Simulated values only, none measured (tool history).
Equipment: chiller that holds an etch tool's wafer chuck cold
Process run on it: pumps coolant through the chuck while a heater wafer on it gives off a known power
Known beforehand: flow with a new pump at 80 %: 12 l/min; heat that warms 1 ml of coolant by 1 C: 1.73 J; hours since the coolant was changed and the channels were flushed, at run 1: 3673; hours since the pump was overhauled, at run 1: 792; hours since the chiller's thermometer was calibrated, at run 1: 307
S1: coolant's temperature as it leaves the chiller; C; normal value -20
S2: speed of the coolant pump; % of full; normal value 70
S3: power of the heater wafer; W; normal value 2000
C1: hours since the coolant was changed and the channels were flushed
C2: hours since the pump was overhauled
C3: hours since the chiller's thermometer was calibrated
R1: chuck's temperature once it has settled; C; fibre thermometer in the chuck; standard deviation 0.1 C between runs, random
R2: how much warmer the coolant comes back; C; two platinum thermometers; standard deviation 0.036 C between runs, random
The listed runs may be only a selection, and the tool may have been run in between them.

{"run": 1, "hour": 0.0, "S1": -20, "S2": 70, "S3": 2000, "C1": 3673, "C2": 792, "C3": 307, "R1": 2, "R2": 6.72}
{"run": 2, "hour": 79.3, "S1": -20, "S2": 70, "S3": 1092, "C1": 3753, "C2": 872, "C3": 386, "R1": -7.9, "R2": 3.68}
{"run": 3, "hour": 165.7, "S1": -20, "S2": 70, "S3": 1092, "C1": 3839, "C2": 958, "C3": 473, "R1": -8, "R2": 3.67}
{"run": 4, "hour": 245.6, "S1": -20, "S2": 70, "S3": 1092, "C1": 3919, "C2": 1038, "C3": 553, "R1": -7.9, "R2": 3.69}
{"run": 5, "hour": 323.0, "S1": -12, "S2": 70, "S3": 2000, "C1": 3996, "C2": 1115, "C3": 630, "R1": 10.2, "R2": 6.73}
{"run": 6, "hour": 415.2, "S1": -12, "S2": 70, "S3": 2000, "C1": 4089, "C2": 1208, "C3": 722, "R1": 10.2, "R2": 6.78}
{"run": 7, "hour": 498.7, "S1": -12, "S2": 70, "S3": 2000, "C1": 4172, "C2": 1291, "C3": 806, "R1": 10.2, "R2": 6.75}
{"run": 8, "hour": 552.8, "S1": -24, "S2": 70, "S3": 2000, "C1": 4226, "C2": 1345, "C3": 860, "R1": -1.6, "R2": 6.77}
{"run": 9, "hour": 651.4, "S1": -24, "S2": 70, "S3": 2000, "C1": 4325, "C2": 1444, "C3": 959, "R1": -1.5, "R2": 6.79}
{"run": 10, "hour": 712.0, "S1": -24, "S2": 70, "S3": 2000, "C1": 4385, "C2": 1504, "C3": 1019, "R1": -1.5, "R2": 6.71}
{"run": 11, "hour": 824.7, "S1": -24, "S2": 70, "S3": 2000, "C1": 4498, "C2": 1617, "C3": 1132, "R1": -1.4, "R2": 6.7}
{"run": 12, "hour": 923.0, "S1": -10, "S2": 70, "S3": 2000, "C1": 4596, "C2": 1715, "C3": 1230, "R1": 12.7, "R2": 6.8}
{"run": 13, "hour": 1004.8, "S1": -10, "S2": 70, "S3": 2000, "C1": 4678, "C2": 1797, "C3": 1312, "R1": 12.7, "R2": 6.77}
{"run": 14, "hour": 1100.8, "S1": -20, "S2": 70, "S3": 2000, "C1": 4774, "C2": 1893, "C3": 1408, "R1": 2.7, "R2": 6.83}
{"run": 15, "hour": 1172.9, "S1": -20, "S2": 70, "S3": 2000, "C1": 4846, "C2": 1965, "C3": 1480, "R1": 2.7, "R2": 6.85}
{"run": 16, "hour": 1259.6, "S1": -20, "S2": 70, "S3": 2000, "C1": 4933, "C2": 2052, "C3": 1567, "R1": 2.8, "R2": 6.82}
{"run": 17, "hour": 1387.4, "S1": -11, "S2": 86, "S3": 2000, "C1": 5061, "C2": 2180, "C3": 1694, "R1": 9.2, "R2": 5.54}
{"run": 18, "hour": 1492.4, "S1": -29, "S2": 65, "S3": 2817, "C1": 5166, "C2": 2285, "C3": 1800, "R1": 5, "R2": 10.46}
{"run": 19, "hour": 1560.3, "S1": -29, "S2": 65, "S3": 2817, "C1": 5234, "C2": 2353, "C3": 1867, "R1": 5, "R2": 10.43}
{"run": 20, "hour": 1627.4, "S1": -29, "S2": 65, "S3": 2817, "C1": 5301, "C2": 2420, "C3": 1935, "R1": 5, "R2": 10.48}
{"run": 21, "hour": 1737.1, "S1": -18, "S2": 70, "S3": 2000, "C1": 5411, "C2": 2530, "C3": 2044, "R1": 5.2, "R2": 6.88}
{"run": 22, "hour": 1803.7, "S1": -18, "S2": 70, "S3": 2000, "C1": 5477, "C2": 2596, "C3": 2111, "R1": 5.2, "R2": 6.87}
{"run": 23, "hour": 1863.2, "S1": -13, "S2": 70, "S3": 1134, "C1": 5537, "C2": 2656, "C3": 2170, "R1": 0.4, "R2": 3.89}
{"run": 24, "hour": 1953.0, "S1": -20, "S2": 81, "S3": 2000, "C1": 5627, "C2": 2746, "C3": 2260, "R1": 1.6, "R2": 5.93}
{"run": 25, "hour": 2005.6, "S1": -28, "S2": 62, "S3": 2470, "C1": 5679, "C2": 2798, "C3": 2313, "R1": 3.1, "R2": 9.63}
{"run": 26, "hour": 2129.5, "S1": -10, "S2": 70, "S3": 2337, "C1": 5803, "C2": 2922, "C3": 2437, "R1": 17.4, "R2": 8.12}
{"run": 27, "hour": 2258.1, "S1": -20, "S2": 92, "S3": 1505, "C1": 5932, "C2": 3051, "C3": 2565, "R1": -5, "R2": 3.99}
{"run": 28, "hour": 2350.6, "S1": -20, "S2": 92, "S3": 1505, "C1": 6024, "C2": 3143, "C3": 2658, "R1": -4.8, "R2": 4.02}
{"run": 29, "hour": 2454.1, "S1": -21, "S2": 85, "S3": 1667, "C1": 6128, "C2": 3247, "C3": 2761, "R1": -3.3, "R2": 4.69}
{"run": 30, "hour": 2531.7, "S1": -21, "S2": 80, "S3": 1667, "C1": 6205, "C2": 3324, "C3": 2839, "R1": -2.6, "R2": 5.19}
{"run": 31, "hour": 2629.1, "S1": -20, "S2": 70, "S3": 2179, "C1": 6303, "C2": 3422, "C3": 2936, "R1": 6, "R2": 7.59}
{"run": 32, "hour": 2719.4, "S1": -20, "S2": 70, "S3": 2174, "C1": 6393, "C2": 3512, "C3": 3026, "R1": 6, "R2": 7.55}

Below, some changes in R1 between adjacent runs. For each, the amount present without the hidden state too (settings, incoming material, random variation) and the amount remaining for the hidden state with gauge scatter not shared by both compared results:
Hidden conditions of the tool in this case: heat passed by the chuck's channels, % of clean ones'; flow at a given pump speed, % of a new pump's; coolant's true temperature over the reading, C; drift of the gauge itself on chuck_c, C; drift of the gauge itself on warmer_back_c, C.
Run 4 -> 5: S1 -20 -> -12, S3 1092 -> 2000. R1 +18.1 C: hidden state +0.8, all else +17.3.
Run 17 -> 18: S1 -11 -> -29, S2 86 -> 65, S3 2000 -> 2817. R1 -4.2 C: hidden state +1.5, all else -5.7.
Run 20 -> 21: S1 -29 -> -18, S2 65 -> 70, S3 2817 -> 2000. R1 +0.2 C: hidden state -1.2, all else +1.4.
Run 25 -> 26: S1 -28 -> -10, S2 62 -> 70, S3 2470 -> 2337. R1 +14.3 C: hidden state -0.3, all else +14.6.
Run 26 -> 27: S1 -10 -> -20, S2 70 -> 92, S3 2337 -> 1505. R1 -22.4 C: hidden state -1.4, all else -21.
